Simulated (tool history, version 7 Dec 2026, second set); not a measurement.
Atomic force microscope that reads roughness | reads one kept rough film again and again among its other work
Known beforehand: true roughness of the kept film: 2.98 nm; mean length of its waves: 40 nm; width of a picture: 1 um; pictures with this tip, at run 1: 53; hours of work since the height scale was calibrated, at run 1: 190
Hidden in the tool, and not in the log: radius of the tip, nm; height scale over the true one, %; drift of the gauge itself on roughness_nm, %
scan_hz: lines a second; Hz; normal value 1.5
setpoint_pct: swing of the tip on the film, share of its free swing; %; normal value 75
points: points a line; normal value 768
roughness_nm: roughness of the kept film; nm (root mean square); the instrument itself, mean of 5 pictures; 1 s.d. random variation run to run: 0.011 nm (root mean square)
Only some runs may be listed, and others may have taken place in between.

| run | hour | scan_hz | setpoint_pct | points | pictures with this tip | hours of work since the height scale was calibrated | roughness_nm |
|---|---|---|---|---|---|---|---|
| 1 | 0 | 1.5 | 75 | 768 | 53 | 190 | 2.449 |
| 2 | 30.3 | 2.19 | 75 | 768 | 91 | 203 | 2.288 |
| 3 | 45.6 | 2.19 | 75 | 768 | 110 | 210 | 2.245 |
| 4 | 66.2 | 2.19 | 75 | 768 | 135 | 219 | 2.225 |
| 5 | 85.6 | 2.19 | 75 | 768 | 159 | 227 | 2.211 |
| 6 | 104.6 | 1.5 | 75 | 793 | 183 | 235 | 2.271 |
| 7 | 138.9 | 1.5 | 60 | 768 | 225 | 251 | 2.399 |
|  | 152.7 | new tip fitted |
| 8 | 168.1 | 1.5 | 60 | 768 | 19 | 263 | 2.639 |
| 9 | 189.9 | 1.5 | 75 | 465 | 46 | 273 | 2.44 |
| 10 | 217.9 | 1.5 | 75 | 768 | 81 | 285 | 2.371 |
| 11 | 243 | 1.5 | 75 | 768 | 112 | 296 | 2.345 |
| 12 | 272.5 | 1.5 | 75 | 768 | 148 | 309 | 2.32 |
| 13 | 287.8 | 1.5 | 57 | 768 | 167 | 316 | 2.482 |
| 14 | 314.7 | 1.5 | 57 | 768 | 201 | 327 | 2.431 |
| 15 | 334.7 | 1.5 | 57 | 768 | 225 | 336 | 2.387 |
|  | 348 | new tip fitted |
| 16 | 366.4 | 1.5 | 57 | 768 | 23 | 350 | 2.67 |
| 17 | 383.4 | 1.01 | 75 | 768 | 44 | 357 | 2.52 |
| 18 | 416.8 | 1.01 | 75 | 768 | 85 | 372 | 2.466 |
| 19 | 450 | 3.12 | 68 | 322 | 127 | 387 | 2.22 |
| 20 | 480.2 | 1.5 | 89 | 717 | 164 | 400 | 2.048 |
| 21 | 498.3 | 1.5 | 89 | 717 | 186 | 408 | 2.038 |
| 22 | 524.3 | 1.5 | 89 | 717 | 219 | 419 | 1.997 |
|  | 543.3 | new tip fitted |
| 23 | 557.6 | 1.5 | 88 | 397 | 17 | 434 | 2.256 |
| 24 | 576.1 | 3.15 | 83 | 287 | 40 | 442 | 1.96 |
| 25 | 605.7 | 3.15 | 79 | 377 | 77 | 455 | 2.056 |
| 26 | 628.8 | 1.23 | 60 | 857 | 106 | 465 | 2.567 |
| 27 | 650.2 | 2.65 | 74 | 333 | 132 | 474 | 2.145 |
| 28 | 676.6 | 2.65 | 74 | 935 | 165 | 486 | 2.126 |
| 29 | 707.3 | 2.65 | 74 | 935 | 203 | 499 | 2.097 |

Same runs, no hidden state in the tool, same run-to-run variation:
| run | roughness_nm |
|---|---|
| 1 | 2.529 |
| 2 | 2.41 |
| 3 | 2.386 |
| 4 | 2.395 |
| 5 | 2.41 |
| 6 | 2.506 |
| 7 | 2.701 |
| 8 | 2.692 |
| 9 | 2.525 |
| 10 | 2.503 |
| 11 | 2.519 |
| 12 | 2.537 |
| 13 | 2.741 |
| 14 | 2.73 |
| 15 | 2.714 |
| 16 | 2.737 |
| 17 | 2.612 |
| 18 | 2.61 |
| 19 | 2.4 |
| 20 | 2.256 |
| 21 | 2.269 |
| 22 | 2.259 |
| 23 | 2.294 |
| 24 | 2.017 |
| 25 | 2.158 |
| 26 | 2.742 |
| 27 | 2.324 |
| 28 | 2.344 |
| 29 | 2.359 |

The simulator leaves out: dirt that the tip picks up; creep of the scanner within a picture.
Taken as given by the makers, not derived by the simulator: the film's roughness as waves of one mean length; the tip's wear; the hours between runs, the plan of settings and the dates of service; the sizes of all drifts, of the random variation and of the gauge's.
